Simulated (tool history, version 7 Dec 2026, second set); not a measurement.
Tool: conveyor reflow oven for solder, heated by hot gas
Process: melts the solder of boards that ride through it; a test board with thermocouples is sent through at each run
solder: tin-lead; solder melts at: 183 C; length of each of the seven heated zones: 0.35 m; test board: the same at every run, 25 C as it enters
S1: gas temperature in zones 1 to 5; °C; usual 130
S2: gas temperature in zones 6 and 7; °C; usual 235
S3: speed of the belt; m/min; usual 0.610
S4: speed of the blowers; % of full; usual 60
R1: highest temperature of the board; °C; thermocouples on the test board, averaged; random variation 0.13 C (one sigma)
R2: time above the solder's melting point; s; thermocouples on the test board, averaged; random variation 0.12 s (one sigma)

| run | hour | S1 | S2 | S3 | S4 | R1 | R2 |
|---|---|---|---|---|---|---|---|
| 1 | 0.0 | 130 | 235 | 0.610 | 60 | 214.5 | 47.9 |
| 2 | 17.3 | 130 | 235 | 0.610 | 60 | 214.7 | 47.6 |
| 3 | 35.8 | 130 | 235 | 0.610 | 60 | 214.5 | 47.8 |
|  | 51.1 | belt drive overhauled, speed set with a stopwatch |
| 4 | 73.0 | 130 | 235 | 0.610 | 60 | 213.8 | 46.1 |
| 5 | 106.4 | 130 | 235 | 0.610 | 60 | 213.6 | 46.1 |
| 6 | 142.2 | 118 | 235 | 0.610 | 60 | 211.1 | 40.7 |
| 7 | 171.0 | 130 | 235 | 0.610 | 60 | 213.1 | 45.7 |
| 8 | 195.2 | 130 | 235 | 0.610 | 60 | 213.4 | 45.7 |
|  | 206.6 | flux residue cleaned out of gas plates and filters |
| 9 | 220.6 | 130 | 235 | 0.610 | 60 | 212.3 | 45.0 |
| 10 | 256.0 | 130 | 235 | 0.610 | 60 | 212.4 | 45.1 |
|  | 282.9 | flux residue cleaned out of gas plates and filters, once more |
| 11 | 298.7 | 130 | 235 | 0.610 | 60 | 215.2 | 47.7 |
| 12 | 332.7 | 130 | 235 | 0.610 | 60 | 214.9 | 47.4 |
| 13 | 373.2 | 130 | 235 | 0.610 | 60 | 215.0 | 47.3 |
| 14 | 393.3 | 130 | 235 | 0.610 | 60 | 214.6 | 47.2 |
| 15 | 417.7 | 130 | 235 | 0.610 | 60 | 214.8 | 47.4 |
| 16 | 440.5 | 129 | 235 | 0.610 | 60 | 214.3 | 46.6 |
| 17 | 478.1 | 129 | 235 | 0.610 | 60 | 214.1 | 46.8 |
|  | 496.8 | thermocouples of zones 6 and 7 changed |
| 18 | 508.9 | 118 | 234 | 0.610 | 60 | 212.0 | 42.1 |
| 19 | 529.0 | 118 | 234 | 0.610 | 60 | 211.6 | 41.9 |
| 20 | 553.8 | 118 | 234 | 0.610 | 60 | 211.9 | 41.8 |
| 21 | 579.4 | 130 | 235 | 0.610 | 53 | 212.2 | 44.9 |
| 22 | 596.4 | 139 | 235 | 0.686 | 60 | 212.4 | 42.4 |
| 23 | 621.2 | 139 | 235 | 0.686 | 60 | 212.3 | 42.0 |
| 24 | 640.7 | 139 | 235 | 0.686 | 60 | 211.8 | 41.9 |
| 25 | 670.0 | 123 | 235 | 0.686 | 64 | 209.8 | 36.4 |
| 26 | 701.2 | 123 | 230 | 0.578 | 82 | 216.3 | 51.1 |
| 27 | 722.4 | 123 | 230 | 0.578 | 82 | 216.2 | 50.8 |
| 28 | 746.6 | 121 | 235 | 0.610 | 60 | 212.4 | 42.9 |
| 29 | 783.1 | 115 | 226 | 0.597 | 79 | 209.6 | 41.4 |
| 30 | 811.4 | 115 | 226 | 0.597 | 59 | 203.8 | 34.4 |

4 ways to go on from here, each from the tool as it stands after run 30. What would each give?
|  | 834.2 | flux residue cleaned out of gas plates and filters |
| A | 834.2 | 123 | 235 | 0.610 | 60 | ? | ? |
|  | 834.2 | flux residue cleaned out of gas plates and filters |
| B | 834.2 | 130 | 231 | 0.610 | 60 | ? | ? |
|  | 834.2 | flux residue cleaned out of gas plates and filters |
| C | 834.2 | 117 | 226 | 0.557 | 59 | ? | ? |
|  | 834.2 | flux residue cleaned out of gas plates and filters |
| D | 834.2 | 115 | 238 | 0.597 | 77 | ? | ? |

| run | R1 | R2 |
|---|---|---|
| A | 214.8 | 45.7 |
| B | 212.6 | 46.0 |
| C | 208.8 | 43.9 |
| D | 222.0 | 50.8 |
Without the tool's hidden state the same runs would have given:
| run | R1 | R2 |
|---|---|---|
| A | 215.0 | 45.3 |
| B | 212.8 | 45.5 |
| C | 209.0 | 43.6 |
| D | 222.3 | 50.3 |
